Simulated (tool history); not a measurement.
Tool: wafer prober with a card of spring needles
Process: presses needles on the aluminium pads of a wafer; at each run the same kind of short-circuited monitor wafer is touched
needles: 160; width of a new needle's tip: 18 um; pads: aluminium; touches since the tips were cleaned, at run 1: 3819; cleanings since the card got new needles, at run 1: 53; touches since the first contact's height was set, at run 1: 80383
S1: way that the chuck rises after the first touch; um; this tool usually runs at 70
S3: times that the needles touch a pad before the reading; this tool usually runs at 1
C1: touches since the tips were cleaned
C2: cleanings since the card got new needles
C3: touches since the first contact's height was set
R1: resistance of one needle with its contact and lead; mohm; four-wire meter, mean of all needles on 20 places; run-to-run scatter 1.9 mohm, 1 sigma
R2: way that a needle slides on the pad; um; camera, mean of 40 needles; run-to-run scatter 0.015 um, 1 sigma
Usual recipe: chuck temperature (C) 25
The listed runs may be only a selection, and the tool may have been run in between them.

Run 1, hour 0: usual settings; C1 3819; C2 53; C3 80383. Result: R1 206 mohm, R2 15.6 um.
At hour 8.6: tips cleaned on abrasive film.
At hour 31.7: tips cleaned on abrasive film.
At hour 45.4: height of the first contact set anew.
At hour 55.2: tips cleaned on abrasive film.
Run 2, hour 63.8: usual settings; C1 2493; C2 56; C3 5329. Result: R1 210 mohm, R2 15.59 um.
At hour 77.3: tips cleaned on abrasive film.
At hour 101.2: tips cleaned on abrasive film.
At hour 124.1: tips cleaned on abrasive film.
Run 3, hour 124.1: usual settings; C1 0; C2 59; C3 22772. Result: R1 207 mohm, R2 15.59 um.
At hour 146.8: tips cleaned on abrasive film.
At hour 171.3: tips cleaned on abrasive film.
At hour 192.9: tips cleaned on abrasive film.
Run 4, hour 198.7: usual settings but chuck temperature (C) 55; C1 1696; C2 62; C3 44389. Result: R1 221 mohm, R2 15.62 um.
At hour 213.2: tips cleaned on abrasive film.
At hour 236.2: tips cleaned on abrasive film.
At hour 260.1: tips cleaned on abrasive film.
Run 5, hour 262.5: usual settings; C1 682; C2 65; C3 62842. Result: R1 210 mohm, R2 15.62 um.
At hour 282.1: tips cleaned on abrasive film.
Run 6, hour 298.4: usual settings; C1 4739; C2 66; C3 73254. Result: R1 211 mohm, R2 15.6 um.
At hour 302.9: tips cleaned on abrasive film.
At hour 324.8: tips cleaned on abrasive film.
At hour 349.1: tips cleaned on abrasive film.
At hour 367.6: height of the first contact set anew.
At hour 369.3: tips cleaned on abrasive film.
Run 7, hour 369.3: usual settings; C1 0; C2 70; C3 486. Result: R1 206 mohm, R2 15.57 um.
At hour 392.6: tips cleaned on abrasive film.
At hour 414.1: tips cleaned on abrasive film.
At hour 437.5: tips cleaned on abrasive film.
Run 8, hour 448.8: usual settings; C1 3297; C2 73; C3 23509. Result: R1 210 mohm, R2 15.58 um.
At hour 458.3: tips cleaned on abrasive film.
At hour 481.7: tips cleaned on abrasive film.
At hour 502.1: tips cleaned on abrasive film.
Run 9, hour 502.1: usual settings; C1 0; C2 76; C3 38914. Result: R1 208 mohm, R2 15.62 um.
At hour 524.6: tips cleaned on abrasive film.
At hour 547.2: tips cleaned on abrasive film.
At hour 566.8: tips cleaned on abrasive film.
Run 10, hour 569.4: usual settings; C1 750; C2 79; C3 58395. Result: R1 207 mohm, R2 15.61 um.
At hour 590.9: tips cleaned on abrasive film.
At hour 614.1: tips cleaned on abrasive film.
Run 11, hour 630.8: usual settings; C1 4840; C2 81; C3 76188. Result: R1 208 mohm, R2 15.58 um.
At hour 635.7: tips cleaned on abrasive film.
At hour 657.4: tips cleaned on abrasive film.
At hour 679.3: tips cleaned on abrasive film.
Run 12, hour 680.7: usual settings; C1 393; C2 84; C3 90620. Result: R1 212 mohm, R2 15.63 um.
At hour 690: height of the first contact set anew.
At hour 699.8: tips cleaned on abrasive film.
At hour 724.3: tips cleaned on abrasive film.
At hour 746.7: tips cleaned on abrasive film.
Run 13, hour 746.7: usual settings; C1 0; C2 87; C3 16410. Result: R1 209 mohm, R2 15.59 um.
At hour 768.3: tips cleaned on abrasive film.
At hour 791.9: tips cleaned on abrasive film.
Run 14, hour 795.6: usual settings; C1 1074; C2 89; C3 30558. Result: R1 208 mohm, R2 15.62 um.
At hour 813.2: tips cleaned on abrasive film.
Run 15, hour 828.3: usual settings; C1 4393; C2 90; C3 40061. Result: R1 209 mohm, R2 15.59 um.
At hour 833.3: tips cleaned on abrasive film.
At hour 856.7: tips cleaned on abrasive film.
At hour 879: tips cleaned on abrasive film.
Run 16, hour 879: usual settings but S1 50 um, chuck temperature (C) 50, S3 2; C1 0; C2 93; C3 54705. Result: R1 231 mohm, R2 11.13 um.
At hour 901.1: tips cleaned on abrasive film.
At hour 921.8: tips cleaned on abrasive film.
Run 17, hour 925.2: usual settings but S1 55 um; C1 979; C2 95; C3 68078. Result: R1 220 mohm, R2 12.24 um.
At hour 943.9: tips cleaned on abrasive film.
At hour 963.5: tips cleaned on abrasive film.
Run 18, hour 966.8: usual settings but S1 83 um, chuck temperature (C) 96, S3 2; C1 952; C2 97; C3 80120. Result: R1 221 mohm, R2 18.51 um.
At hour 985.4: tips cleaned on abrasive film.
At hour 1009.9: tips cleaned on abrasive film.
At hour 1011.4: height of the first contact set anew.
Run 19, hour 1011.4: usual settings but S1 83 um, chuck temperature (C) 96, S3 2; C1 362; C2 99; C3 0. Result: R1 222 mohm, R2 18.52 um.
At hour 1030.8: tips cleaned on abrasive film.
At hour 1053.8: tips cleaned on abrasive film.
At hour 1076.8: tips cleaned on abrasive film.
Run 20, hour 1087.4: usual settings but S1 60 um, chuck temperature (C) 121, S3 2; C1 3080; C2 102; C3 22003. Result: R1 240 mohm, R2 13.38 um.
At hour 1097.2: tips cleaned on abrasive film.
At hour 1119.4: tips cleaned on abrasive film.
Run 21, hour 1138.4: usual settings but S1 60 um, chuck temperature (C) 121, S3 2; C1 5541; C2 104; C3 36783. Result: R1 241 mohm, R2 13.37 um.
At hour 1143.4: tips cleaned on abrasive film.
At hour 1166.2: tips cleaned on abrasive film.
Run 22, hour 1178.9: usual settings but S1 73 um, chuck temperature (C) 46; C1 3688; C2 106; C3 48486. Result: R1 214 mohm, R2 16.27 um.
At hour 1188.7: tips cleaned on abrasive film.
At hour 1211.4: tips cleaned on abrasive film.
At hour 1235.1: tips cleaned on abrasive film.
Run 23, hour 1239.1: usual settings but S1 73 um, chuck temperature (C) 28; C1 1156; C2 109; C3 65911. Result: R1 209 mohm, R2 16.27 um.
At hour 1258.4: tips cleaned on abrasive film.
At hour 1282.7: tips cleaned on abrasive film.
Run 24, hour 1298.9: usual settings but S1 73 um, chuck temperature (C) 28; C1 4696; C2 111; C3 83239. Result: R1 208 mohm, R2 16.26 um.
At hour 1307.2: tips cleaned on abrasive film.
At hour 1331.1: tips cleaned on abrasive film.
At hour 1336.3: height of the first contact set anew.
At hour 1353.4: tips cleaned on abrasive film.
Run 25, hour 1362.8: usual settings but S1 63 um, chuck temperature (C) 32, S3 2; C1 2722; C2 114; C3 7676. Result: R1 212 mohm, R2 14.03 um.
At hour 1376.3: tips cleaned on abrasive film.
At hour 1400.1: tips cleaned on abrasive film.
Run 26, hour 1412.5: usual settings but S1 51 um, chuck temperature (C) 91; C1 3590; C2 116; C3 22060. Result: R1 241 mohm, R2 11.36 um.
At hour 1421.3: tips cleaned on abrasive film.
At hour 1444.4: tips cleaned on abrasive film.
At hour 1467: tips cleaned on abrasive film.
At hour 1486.7: tips cleaned on abrasive film.
Run 27, hour 1486.7: usual settings but S1 77 um, chuck temperature (C) 82; C1 0; C2 120; C3 43526. Result: R1 220 mohm, R2 17.16 um.

Each row is a separate what-if for the run after 27, all from the same tool condition, not one after another. Results?
At hour 1506.3: tips cleaned on abrasive film.
At hour 1529.8: tips cleaned on abrasive film.
Run A, hour 1548.8: usual settings but S1 77 um, chuck temperature (C) 103; C1 5528; C2 122; C3 61537. Result: R1 ?, R2 ?.
At hour 1506.3: tips cleaned on abrasive film.
At hour 1529.8: tips cleaned on abrasive film.
Run B, hour 1548.8: usual settings but S1 72 um, chuck temperature (C) 36; C1 5528; C2 122; C3 61537. Result: R1 ?, R2 ?.
At hour 1506.3: tips cleaned on abrasive film.
At hour 1529.8: tips cleaned on abrasive film.
Run C, hour 1548.8: usual settings but S1 81 um, chuck temperature (C) 82, S3 2; C1 5528; C2 122; C3 61537. Result: R1 ?, R2 ?.

run   R1     R2
  A  226   17.2
  B  208  16.05
  C  219  18.08
The same runs, with their run-to-run variation unchanged, on a tool lacking any hidden condition would have given:
run   R1     R2
  A  225   17.2
  B  208  16.05
  C  219  18.08

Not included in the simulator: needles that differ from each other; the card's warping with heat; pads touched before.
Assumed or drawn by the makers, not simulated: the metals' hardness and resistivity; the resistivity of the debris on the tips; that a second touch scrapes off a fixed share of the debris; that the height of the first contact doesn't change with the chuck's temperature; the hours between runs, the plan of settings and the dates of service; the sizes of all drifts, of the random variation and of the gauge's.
